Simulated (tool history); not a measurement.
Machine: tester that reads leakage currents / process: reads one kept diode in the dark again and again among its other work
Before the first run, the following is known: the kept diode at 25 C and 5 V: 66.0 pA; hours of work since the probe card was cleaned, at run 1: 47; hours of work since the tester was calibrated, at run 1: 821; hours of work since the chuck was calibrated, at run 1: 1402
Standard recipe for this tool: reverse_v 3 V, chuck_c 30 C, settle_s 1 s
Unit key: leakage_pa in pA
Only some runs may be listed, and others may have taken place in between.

run,hour,reverse_v,chuck_c,settle_s,hours of work since the probe card was cleaned,hours of work since the tester was calibrated,hours of work since the chuck was calibrated,leakage_pa
1,0,3,30,1,47,821,1402,76.14
2,155.1,3,30,1,130,904,1485,75.79
# hour 223.4: chuck's temperature calibrated
3,324.5,3,22,1,219,993,54,39.08
4,516.2,3,22,1,321,1095,156,39.09
5,651.7,3,30,1,394,1168,229,76
6,805.4,3,44,1,476,1250,311,225.4
7,919,3,44,1,536,1310,371,225.75
8,1112.4,3,30,1,640,1413,474,75.76
9,1236.8,3,30,1,706,1480,541,76
10,1342.4,3,30,1,762,1536,597,76.39
11,1468.4,3,30,1,830,1604,664,75.95
12,1586.1,3,30,1,892,1666,727,75.58
13,1734,3,30,1,971,1745,806,76.03
14,1870.3,3,45,1,1044,1818,879,244.31
15,1975.9,3,45,1,1100,1874,935,243.78
16,2131.3,3,23,1,1183,1957,1018,42.46
17,2280,3,30,2.23,1263,2037,1098,76.01
# hour 2394.1: tester calibrated
18,2457,3,48,1,1356,34,1191,303.46
# hour 2547: probe card cleaned and baked
19,2620,3,48,1,39,119,1276,303.66
20,2735.1,3,30,1,100,180,1338,76.43
21,2838.5,4.61,24,1,156,236,1393,58.83
22,2999.9,4.61,24,1,242,322,1479,58.95
# hour 3084.6: chuck's temperature calibrated
23,3125,3.27,30,0.65,307,387,22,80.14
24,3316.6,7.52,39,0.65,410,490,124,259.09
25,3463.3,6.2,39,0.67,488,568,202,232.5
26,3628,1.58,39,0.71,576,656,290,108.36
27,3750.6,1.58,58,2.07,641,721,355,431.31
28,3868.9,1.58,58,2.07,704,784,419,431.45
29,4040.9,1.58,58,2.07,796,876,510,430.01
30,4132,1.2,34,3.07,845,925,559,62.96
31,4315.7,2.29,48,1,943,1023,657,262.02
32,4413.5,2.29,48,1,995,1075,709,260.84
33,4503.1,1.23,39,1.01,1043,1123,757,94.68
34,4628.3,16.58,51,1.13,1110,1190,824,972.3
35,4729.5,4.96,30,3.08,1164,1244,878,100.32
36,4863.9,2.3,30,0.85,1235,1315,949,65.64
37,4954.1,3,55,0.52,1283,1363,998,499.55
38,5091.4,1.77,30,0.52,1357,1437,1071,56.99
# hour 5185.1: probe card cleaned and baked
39,5286.6,8.14,30,0.37,54,1539,1173,135.29

For each run, the measured value with the value that run would have given without the tool's hidden condition subtracted. The run-to-run variation is shared by both, the gauge scatter possibly not:
What the log doesn't record here: stray current of the dirty probe card, pA a volt; current scale over the true one, %; true chuck temperature over the reading, C; drift of the gauge itself on leakage_pa, %.
run,leakage_pa
1,+0.04
2,+0.05
3,+0
4,+0.01
5,+0
6,+0.02
7,+0.02
8,+0.02
9,+0.02
10,+0.02
11,+0.03
12,+0.03
13,+0.03
14,+0.07
15,+0.08
16,+0.02
17,+0.04
18,+0.14
19,+0.13
20,+0.04
21,+0.03
22,+0.04
23,+0
24,+0.02
25,+0.02
26,+0.01
27,+0.04
28,+0.05
29,+0.06
30,+0.02
31,+0.06
32,+0.06
33,+0.02
34,+0.3
35,+0.05
36,+0.03
37,+0.16
38,+0.03
39,+0.06
